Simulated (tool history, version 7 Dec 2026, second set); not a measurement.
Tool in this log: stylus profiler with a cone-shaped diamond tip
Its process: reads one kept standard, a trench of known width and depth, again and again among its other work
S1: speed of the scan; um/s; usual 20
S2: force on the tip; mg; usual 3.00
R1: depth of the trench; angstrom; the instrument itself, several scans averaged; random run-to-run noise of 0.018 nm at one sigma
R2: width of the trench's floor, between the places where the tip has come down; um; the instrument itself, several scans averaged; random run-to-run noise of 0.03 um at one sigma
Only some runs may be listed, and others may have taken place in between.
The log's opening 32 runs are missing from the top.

{"run": 33, "hour": 796.6, "S1": 6, "S2": 3.0, "R1": 1017.9, "R2": 98.01}
{"run": 34, "hour": 821.3, "S1": 66, "S2": 2.13, "R1": 1015.0, "R2": 97.77}
{"run": 35, "hour": 843.3, "S1": 13, "S2": 5.26, "R1": 1025.5, "R2": 98.0}
{"run": 36, "hour": 873.5, "S1": 13, "S2": 5.26, "R1": 1024.9, "R2": 98.01}
{"run": 37, "hour": 896.9, "S1": 13, "S2": 5.26, "R1": 1025.3, "R2": 97.96}
{"run": 38, "hour": 928.2, "S1": 36, "S2": 1.39, "R1": 1012.2, "R2": 97.79}
{"run": 39, "hour": 948.2, "S1": 5, "S2": 8.79, "R1": 1035.1, "R2": 98.02}
{"run": 40, "hour": 976.9, "S1": 47, "S2": 6.73, "R1": 1029.6, "R2": 97.91}
{"run": 41, "hour": 1007.5, "S1": 13, "S2": 8.03, "R1": 1033.3, "R2": 97.97}
{"run": 42, "hour": 1028.5, "S1": 79, "S2": 7.7, "R1": 1032.6, "R2": 97.86}
{"run": 43, "hour": 1047.0, "S1": 79, "S2": 7.7, "R1": 1032.7, "R2": 97.77}
{"run": 44, "hour": 1063.4, "S1": 79, "S2": 7.7, "R1": 1032.3, "R2": 97.8}
{"run": 45, "hour": 1094.0, "S1": 13, "S2": 1.18, "R1": 1011.0, "R2": 97.91}

Consider 3 possible next runs. They are alternatives, not a sequence: every one starts from the tool as it was left by run 45. What does each give?
{"hour": 1113.6, "done": "height scale calibrated on a step standard"}
{"run": "A", "hour": 1129.7, "S1": 10, "S2": 3.0, "R1": "?", "R2": "?"}
{"hour": 1113.6, "done": "height scale calibrated on a step standard"}
{"run": "B", "hour": 1129.7, "S1": 6, "S2": 2.42, "R1": "?", "R2": "?"}
{"hour": 1113.6, "done": "height scale calibrated on a step standard"}
{"run": "C", "hour": 1129.7, "S1": 36, "S2": 3.59, "R1": "?", "R2": "?"}

run=A R1=1015.8 R2=97.94
run=B R1=1013.7 R2=97.93
run=C R1=1017.6 R2=97.85
Take away the tool's hidden state, keep each run's random variation, and the runs would have read:
run=A R1=1016.0 R2=98.57
run=B R1=1013.9 R2=98.56
run=C R1=1017.8 R2=98.47
